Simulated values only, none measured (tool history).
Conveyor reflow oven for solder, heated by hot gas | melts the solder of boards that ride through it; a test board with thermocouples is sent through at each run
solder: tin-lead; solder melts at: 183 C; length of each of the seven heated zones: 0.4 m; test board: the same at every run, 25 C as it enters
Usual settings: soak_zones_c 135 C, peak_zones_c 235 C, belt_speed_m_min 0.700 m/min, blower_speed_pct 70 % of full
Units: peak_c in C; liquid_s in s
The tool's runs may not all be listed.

run,hour,soak_zones_c,peak_zones_c,belt_speed_m_min,blower_speed_pct,peak_c,liquid_s
1,0.0,135,235,0.700,70,216.8,50.6
2,5.9,144,235,0.700,70,218.2,54.6
3,17.9,144,235,0.700,70,218.4,54.5
4,29.5,122,235,0.700,70,214.1,45.1
5,40.1,122,235,0.700,70,213.9,45.3
6,54.5,150,235,0.700,70,218.4,57.3
7,66.7,137,235,0.700,70,216.5,51.1
8,74.4,137,235,0.700,70,216.4,51.6
9,83.0,137,235,0.700,70,216.2,50.6
10,93.8,135,235,0.700,70,215.6,50.4
11,106.2,135,235,0.700,70,215.1,49.4
# hour 117.6: belt drive overhauled, speed set with a stopwatch
12,117.6,135,235,0.700,70,215.4,48.2
# hour 123.7: flux residue cleaned out of gas plates and filters
13,129.1,135,235,0.700,70,214.6,47.8
14,136.8,126,235,0.700,70,212.2,43.6
15,145.4,141,235,0.614,70,219.5,61.5
16,152.3,125,241,0.649,87,224.0,56.3
17,158.3,144,239,0.740,82,220.5,52.1
18,169.2,144,239,0.740,82,219.5,52.1
19,181.1,124,226,0.700,70,204.2,35.9
20,189.6,124,226,0.700,70,204.5,35.8
# hour 204.2: flux residue cleaned out of gas plates and filters, once more
21,205.3,131,242,0.637,57,221.2,56.9
22,212.5,131,242,0.564,71,228.6,70.4
23,222.7,131,242,0.564,71,228.8,70.8
24,236.5,133,231,0.760,59,206.4,36.3
25,244.8,141,235,0.700,70,217.6,51.7
26,258.5,132,229,0.832,89,208.7,36.2
27,270.4,132,239,0.754,50,209.0,37.7
28,281.9,132,239,0.629,50,216.3,53.6

Measured less the same run without the tool's hidden state. The same run-to-run variation is in both; the gauge's scatter may not be:
The hidden state here: heat that the gas passes to the board, % of a clean oven's; belt's true speed, % of the reading; true gas temperature in zones 6 and 7 over the reading, C; drift of the gauge itself on peak_c, C; drift of the gauge itself on liquid_s, %.
run,peak_c,liquid_s
1,-0.8,+0.1
2,-0.7,+0.2
3,-0.9,+0.1
4,-1.0,-0.2
5,-1.1,-0.2
6,-1.0,+0.1
7,-1.2,-0.2
8,-1.2,-0.2
9,-1.3,-0.3
10,-1.4,-0.3
11,-1.4,-0.4
12,-2.1,-1.7
13,-2.7,-2.5
14,-3.0,-2.7
15,-2.6,-2.0
16,-3.1,-2.2
17,-3.0,-2.0
18,-3.1,-2.1
19,-3.1,-3.7
20,-3.2,-3.8
21,-1.1,-0.8
22,-1.1,-0.7
23,-1.2,-0.7
24,-1.2,-1.1
25,-1.3,-0.9
26,-1.4,-1.1
27,-1.4,-1.2
28,-1.5,-1.2
